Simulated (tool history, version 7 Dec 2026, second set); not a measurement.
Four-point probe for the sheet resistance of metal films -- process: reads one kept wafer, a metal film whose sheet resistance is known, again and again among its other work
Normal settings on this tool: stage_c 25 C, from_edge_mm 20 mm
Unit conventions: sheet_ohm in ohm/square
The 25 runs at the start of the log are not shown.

{"run": 26, "hour": 292.2, "stage_c": 25, "from_edge_mm": 20, "sheet_ohm": 0.210026}
{"run": 27, "hour": 308.8, "stage_c": 25, "from_edge_mm": 20, "sheet_ohm": 0.209984}
{"run": 28, "hour": 317.3, "stage_c": 25, "from_edge_mm": 28, "sheet_ohm": 0.20997}
{"hour": 319.3, "done": "stage's thermometer calibrated"}
{"run": 29, "hour": 331.4, "stage_c": 26, "from_edge_mm": 20, "sheet_ohm": 0.209751}
{"run": 30, "hour": 346.9, "stage_c": 26, "from_edge_mm": 20, "sheet_ohm": 0.209765}
{"run": 31, "hour": 355.2, "stage_c": 30, "from_edge_mm": 32, "sheet_ohm": 0.20917}
{"run": 32, "hour": 368.4, "stage_c": 30, "from_edge_mm": 32, "sheet_ohm": 0.209173}
{"run": 33, "hour": 383.7, "stage_c": 18, "from_edge_mm": 74, "sheet_ohm": 0.210999}
{"run": 34, "hour": 397.7, "stage_c": 18, "from_edge_mm": 74, "sheet_ohm": 0.210942}
{"hour": 402.4, "done": "stage's thermometer calibrated, once more"}
{"run": 35, "hour": 409.0, "stage_c": 28, "from_edge_mm": 71, "sheet_ohm": 0.209544}
{"run": 36, "hour": 420.9, "stage_c": 33, "from_edge_mm": 14, "sheet_ohm": 0.208935}
{"run": 37, "hour": 438.0, "stage_c": 33, "from_edge_mm": 14, "sheet_ohm": 0.208963}
{"run": 38, "hour": 453.5, "stage_c": 32, "from_edge_mm": 11, "sheet_ohm": 0.2092}
{"run": 39, "hour": 461.2, "stage_c": 29, "from_edge_mm": 20, "sheet_ohm": 0.209442}
{"run": 40, "hour": 478.2, "stage_c": 22, "from_edge_mm": 5, "sheet_ohm": 0.21155}
{"run": 41, "hour": 489.6, "stage_c": 29, "from_edge_mm": 29, "sheet_ohm": 0.209371}
{"run": 42, "hour": 500.1, "stage_c": 21, "from_edge_mm": 20, "sheet_ohm": 0.210795}
{"run": 43, "hour": 511.6, "stage_c": 21, "from_edge_mm": 20, "sheet_ohm": 0.210714}
{"run": 44, "hour": 527.8, "stage_c": 21, "from_edge_mm": 20, "sheet_ohm": 0.210732}
{"run": 45, "hour": 539.3, "stage_c": 21, "from_edge_mm": 20, "sheet_ohm": 0.210704}
{"run": 46, "hour": 549.7, "stage_c": 25, "from_edge_mm": 15, "sheet_ohm": 0.210112}

Here are 3 independent what-if runs from the current tool condition. What would each one return?
{"run": "A", "hour": 565.6, "stage_c": 25, "from_edge_mm": 3, "sheet_ohm": "?"}
{"run": "B", "hour": 565.6, "stage_c": 28, "from_edge_mm": 4, "sheet_ohm": "?"}
{"run": "C", "hour": 565.6, "stage_c": 22, "from_edge_mm": 5, "sheet_ohm": "?"}

run=A sheet_ohm=0.213147
run=B sheet_ohm=0.211289
run=C sheet_ohm=0.211632
Stripped of hidden state, with their random variation kept, the same runs would have yielded:
run=A sheet_ohm=0.213414
run=B sheet_ohm=0.211553
run=C sheet_ohm=0.211897
